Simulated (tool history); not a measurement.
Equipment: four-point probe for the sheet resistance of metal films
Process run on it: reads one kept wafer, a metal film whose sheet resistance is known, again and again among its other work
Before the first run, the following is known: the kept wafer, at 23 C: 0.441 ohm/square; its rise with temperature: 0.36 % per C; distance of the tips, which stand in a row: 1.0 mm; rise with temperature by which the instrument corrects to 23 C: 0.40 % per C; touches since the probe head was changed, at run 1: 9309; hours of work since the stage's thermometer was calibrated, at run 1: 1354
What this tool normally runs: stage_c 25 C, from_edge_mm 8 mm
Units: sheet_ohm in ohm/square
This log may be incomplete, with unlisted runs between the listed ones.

run	day	stage_c	from_edge_mm	touches since the probe head was changed	hours of work since the stage's thermometer was calibrated	sheet_ohm
1	0.000	25	8	9309	1354	0.444166
2	4.183	25	8	10349	1395	0.444467
3	6.583	25	8	10946	1419	0.444294
4	10.067	25	8	11811	1454	0.444398
5	15.342	25	8	13122	1507	0.444360
6	19.017	25	8	14036	1544	0.444452
7	22.129	25	8	14809	1575	0.444579
8	26.771	25	8	15963	1622	0.444368
9	29.888	25	30	16737	1653	0.440999
10	33.733	20	8	17693	1692	0.445241
11	38.675	20	8	18921	1741	0.445217
12	41.954	25	8	19736	1774	0.444420
13	44.575	25	6	20388	1800	0.447155
14	50.179	26	6	21780	1856	0.447086
15	55.067	26	6	22995	1905	0.446933
# day 58.558: stage's thermometer calibrated
16	60.454	18	8	24328	19	0.445565
17	65.504	25	9	25583	70	0.443700
18	67.896	25	9	26178	94	0.443557
19	72.779	25	9	27392	143	0.443532
20	76.696	24	50	28365	182	0.440939
21	79.654	32	8	29100	211	0.443334
22	85.058	30	38	30443	266	0.440094
23	89.096	30	38	31447	306	0.440005
24	91.808	28	45	32121	333	0.440253
25	97.046	26	8	33423	386	0.444264
26	99.696	25	34	34081	412	0.440814
27	104.508	26	6	35278	461	0.447035
28	109.283	26	6	36464	508	0.446993
29	112.242	31	4	37200	538	0.454052
30	116.229	31	4	38191	578	0.454076
31	121.112	31	4	39404	627	0.453980
32	125.971	31	4	40612	676	0.453990

Consider 4 possible next runs. They are alternatives, not a sequence: every one starts from the tool as it was left by run 32. What does each give?
A	129.417	18	9	41467	710	?
B	129.417	26	67	41467	710	?
C	129.417	18	6	41467	710	?
D	129.417	33	59	41467	710	?

run	sheet_ohm
A	0.444745
B	0.440533
C	0.448246
D	0.439594
Stripped of hidden state, with their random variation kept, the same runs would have yielded:
run	sheet_ohm
A	0.444725
B	0.440513
C	0.448226
D	0.439574
